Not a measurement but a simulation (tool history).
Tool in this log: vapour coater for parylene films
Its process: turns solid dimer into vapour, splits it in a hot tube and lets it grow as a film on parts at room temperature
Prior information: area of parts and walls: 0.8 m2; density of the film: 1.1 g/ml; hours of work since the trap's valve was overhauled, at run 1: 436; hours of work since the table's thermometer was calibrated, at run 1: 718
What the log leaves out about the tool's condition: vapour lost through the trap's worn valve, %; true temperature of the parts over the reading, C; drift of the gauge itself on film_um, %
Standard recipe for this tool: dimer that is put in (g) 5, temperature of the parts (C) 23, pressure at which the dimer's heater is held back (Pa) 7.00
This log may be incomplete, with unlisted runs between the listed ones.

run,hour,dimer that is put in (g),temperature of the parts (C),pressure at which the dimer's heater is held back (Pa),hours of work since the trap's valve was overhauled,hours of work since the table's thermometer was calibrated,thickness of the film (nm)
1,0.0,5,23,7.00,436,718,2900
2,48.9,5,23,7.00,461,743,2890
3,79.2,5,23,7.00,477,758,2820
4,145.5,4,23,7.00,511,792,2310
5,198.7,7,23,7.00,538,820,3960
6,262.6,5,23,7.00,571,853,2860
7,302.0,5,23,7.00,591,873,2880
8,340.0,5,23,7.00,611,892,2770
9,369.0,5,23,7.00,626,907,2820
10,435.9,5,23,7.00,660,942,2800
11,470.0,5,18,7.00,678,959,3390
# hour 505.4: trap's valve overhauled
12,514.7,5,18,7.00,5,980,3540
13,576.4,5,18,7.00,37,1012,3440
14,613.1,5,18,7.00,55,1031,3520
15,659.1,5,18,7.00,79,1055,3500
16,692.6,5,23,4.25,96,1072,3180
# hour 736.5: table's thermometer calibrated
17,746.0,5,23,4.25,123,5,3380
18,785.0,5,23,7.00,143,25,3040
19,844.1,5,23,7.00,174,55,3000
20,892.9,2,23,7.00,199,80,1200
21,944.3,2,23,7.00,225,107,1210
22,972.8,3,28,5.01,240,122,1610
23,1002.3,5,18,7.00,255,137,3600
24,1056.6,5,29,3.22,283,165,2900
25,1086.6,5,17,7.00,298,180,3690
26,1138.0,5,17,11.87,325,207,3330
27,1178.9,5,17,10.27,346,228,3440
28,1230.2,4,28,9.95,372,254,1870
29,1280.7,4,28,9.95,398,280,1830
30,1316.1,4,28,9.95,417,298,1890
31,1373.7,3,28,9.95,446,328,1360
32,1440.1,6,28,2.84,480,362,3550
33,1470.2,6,28,2.84,496,377,3550
34,1531.4,6,28,2.84,527,409,3570
35,1585.9,6,28,2.84,555,437,3500
36,1647.3,6,16,8.29,587,469,4280
37,1681.1,5,21,7.00,604,486,3120
38,1726.3,7,21,4.42,628,509,4790
39,1763.3,5,33,3.68,647,528,2290
40,1810.4,5,23,3.75,671,552,3310
41,1854.4,5,23,3.75,693,575,3310
# hour 1861.9: trap's valve overhauled
42,1894.2,6,23,2.77,17,594,4450

Predict each of these 5 candidate next runs independently; none follows another, all start after run 42:
A,1952.6,6,23,2.50,47,624,?
B,1952.6,5,23,2.75,47,624,?
C,1952.6,7,23,7.00,47,624,?
D,1952.6,4,17,5.57,47,624,?
E,1952.6,5,23,2.45,47,624,?

run,thickness of the film (nm)
A,4470
B,3630
C,4200
D,3120
E,3780
Without the tool's unlogged condition, the same runs would have read:
run,thickness of the film (nm)
A,4600
B,3740
C,4320
D,3210
E,3890
